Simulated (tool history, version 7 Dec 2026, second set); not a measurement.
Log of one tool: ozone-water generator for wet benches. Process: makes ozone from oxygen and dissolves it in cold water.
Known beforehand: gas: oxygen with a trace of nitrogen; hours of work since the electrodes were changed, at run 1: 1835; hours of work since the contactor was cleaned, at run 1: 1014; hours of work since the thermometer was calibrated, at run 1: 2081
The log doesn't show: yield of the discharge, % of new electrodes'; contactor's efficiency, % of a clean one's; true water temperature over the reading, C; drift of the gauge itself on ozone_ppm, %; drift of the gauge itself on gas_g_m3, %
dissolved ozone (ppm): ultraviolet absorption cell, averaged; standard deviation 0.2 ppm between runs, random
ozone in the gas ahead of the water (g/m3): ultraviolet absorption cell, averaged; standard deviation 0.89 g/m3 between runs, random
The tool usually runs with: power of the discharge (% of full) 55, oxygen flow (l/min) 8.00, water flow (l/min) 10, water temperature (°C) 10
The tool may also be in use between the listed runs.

run	day	power of the discharge (% of full)	oxygen flow (l/min)	water flow (l/min)	water temperature (°C)	hours of work since the electrodes were changed	hours of work since the contactor was cleaned	hours of work since the thermometer was calibrated	dissolved ozone (ppm)	ozone in the gas ahead of the water (g/m3)
1	0.000	55	8.00	10	10	1835	1014	2081	26.8	140.6
2	4.321	55	8.00	10	10	1898	1077	2145	26.8	141.1
3	10.092	55	8.00	10	10	1983	1162	2229	26.7	140.8
4	12.971	55	8.00	10	12	2025	1204	2271	25.3	140.2
5	18.050	55	8.00	11	10	2099	1278	2345	24.8	138.9
6	23.962	55	8.00	10	17	2185	1364	2431	22.6	139.5
7	28.150	55	8.00	10	5	2246	1426	2493	28.9	139.8
8	33.671	55	8.85	10	10	2327	1506	2573	26.2	136.1
9	39.446	55	8.85	10	10	2411	1591	2658	26.0	133.6
10	45.508	55	8.85	10	10	2500	1679	2746	26.1	134.3
11	48.717	57	8.85	10	10	2547	1726	2793	26.2	136.8
12	53.079	57	8.85	10	10	2610	1790	2857	26.5	135.6
13	55.704	57	8.85	11	10	2649	1828	2895	24.7	135.7
14	60.412	57	8.85	11	10	2717	1897	2964	24.4	135.3
15	66.650	57	8.85	11	10	2809	1988	3055	24.5	133.2
16	73.062	57	8.85	11	10	2902	2081	3149	24.3	134.6
17	77.208	54	8.00	10	10	2963	2142	3209	25.3	136.4
18	82.288	87	10.21	12	5	3037	2216	3283	30.9	159.9
19	85.762	87	10.21	12	5	3088	2267	3334	31.2	160.0
20	88.775	48	4.49	10	10	3132	2311	3378	23.1	159.5
21	94.912	48	4.49	10	10	3221	2401	3468	22.9	158.3
22	99.900	68	5.13	10	7	3294	2473	3540	29.7	179.4
# day 100.512: contactor cleaned
23	102.775	51	8.00	10	5	3334	33	3580	25.8	130.3
24	106.083	51	8.00	10	5	3382	81	3628	26.3	130.9
25	109.638	51	8.00	10	5	3434	133	3680	26.2	129.0
26	114.950	89	8.00	13	5	3512	211	3758	27.8	174.8
27	119.821	89	8.00	13	5	3583	282	3829	27.6	173.2
28	124.812	42	5.34	10	13	3656	355	3902	20.0	137.8
# day 125.325: contactor cleaned, once more
29	131.233	55	9.10	10	10	3747	86	3993	25.8	128.3
30	134.033	55	7.00	10	10	3788	127	4034	25.7	140.5
31	138.312	82	11.87	15	10	3850	190	4097	23.3	141.5
32	143.242	50	5.64	12	6	3922	262	4169	22.6	145.9
33	147.854	46	4.26	12	6	3990	329	4236	20.9	155.4

For each entry between runs, how does the tool's hidden state at the last listed run before it compare with that at the first listed run after it?
Logged between run 22 and run 23: contactor cleaned (day 100.512)
  yield of the discharge, % of new electrodes': 92 -> 91.9; contactor's efficiency, % of a clean one's: 92.8 -> 88.4; true water temperature over the reading, C: 0.23 -> 0.24
  measured result minus the result with no hidden state, dissolved ozone (ppm): -4.0 -> -3.9; ozone in the gas ahead of the water (g/m3): -15.3 -> -9.6
Logged between run 28 and run 29: contactor cleaned, once more (day 125.325)
  yield of the discharge, % of new electrodes': 91 -> 90.8; contactor's efficiency, % of a clean one's: 87.5 -> 99.5
  measured result minus the result with no hidden state, dissolved ozone (ppm): -3.1 -> -2.5; ozone in the gas ahead of the water (g/m3): -9.7 -> -11.3
